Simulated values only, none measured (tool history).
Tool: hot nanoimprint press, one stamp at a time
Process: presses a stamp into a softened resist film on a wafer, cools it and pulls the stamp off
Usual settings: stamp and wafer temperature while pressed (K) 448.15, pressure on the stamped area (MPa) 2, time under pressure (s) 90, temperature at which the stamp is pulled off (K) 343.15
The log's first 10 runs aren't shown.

run,day,stamp and wafer temperature while pressed (K),pressure on the stamped area (MPa),time under pressure (s),temperature at which the stamp is pulled off (K),resist left under the stamp's widest pad (angstrom),greatest force while the stamp is pulled off (N)
11,11.521,439.15,2,90,343.15,2418,154
12,12.933,448.15,2,124,343.15,1581,161
# day 13.192: plate thermocouple calibrated
13,14.642,448.15,2,90,343.15,1789,162
14,15.471,448.15,2,90,343.15,1793,169
15,16.608,448.15,2,90,333.15,1811,225
16,18.242,448.15,2,90,333.15,1790,223
17,19.496,448.15,2.27,86,343.15,1719,180
# day 20.104: plate thermocouple calibrated, once more
18,20.404,453.15,3.17,134,331.15,910,230
19,21.492,459.15,2.98,83,342.15,909,178
20,23.05,455.15,1.32,56,343.15,1850,177
21,24.192,455.15,1.32,77,331.15,1685,243
# day 25.512: stamp cleaned and given a new release coat
22,25.512,455.15,1.32,77,331.15,1689,159
23,26.992,454.15,2,111,345.15,1227,114
24,27.838,459.15,2,69,343.15,1209,124
25,28.55,448.15,1.22,90,330.15,2130,173
26,29.808,457.15,1.24,90,343.15,1546,129
27,30.825,457.15,1.24,90,343.15,1545,133
28,32.3,448.15,2,90,337.15,1680,155
29,33.425,438.15,2,124,334.15,2249,174
30,34.992,438.15,2,124,334.15,2233,179
31,35.742,442.15,2,131,343.15,1886,140

3 ways to go on from here, each from the tool as it stands after run 31. What would each give?
A,36.525,446.15,2,131,329.15,?,?
B,36.525,460.15,2,54,340.15,?,?
C,36.525,448.15,3.09,90,343.15,?,?

run,resist left under the stamp's widest pad (angstrom),greatest force while the stamp is pulled off (N)
A,1627,201
B,1316,155
C,1358,148
Without the tool's hidden state the same runs would have given:
run,resist left under the stamp's widest pad (angstrom),greatest force while the stamp is pulled off (N)
A,1571,167
B,1272,128
C,1291,122

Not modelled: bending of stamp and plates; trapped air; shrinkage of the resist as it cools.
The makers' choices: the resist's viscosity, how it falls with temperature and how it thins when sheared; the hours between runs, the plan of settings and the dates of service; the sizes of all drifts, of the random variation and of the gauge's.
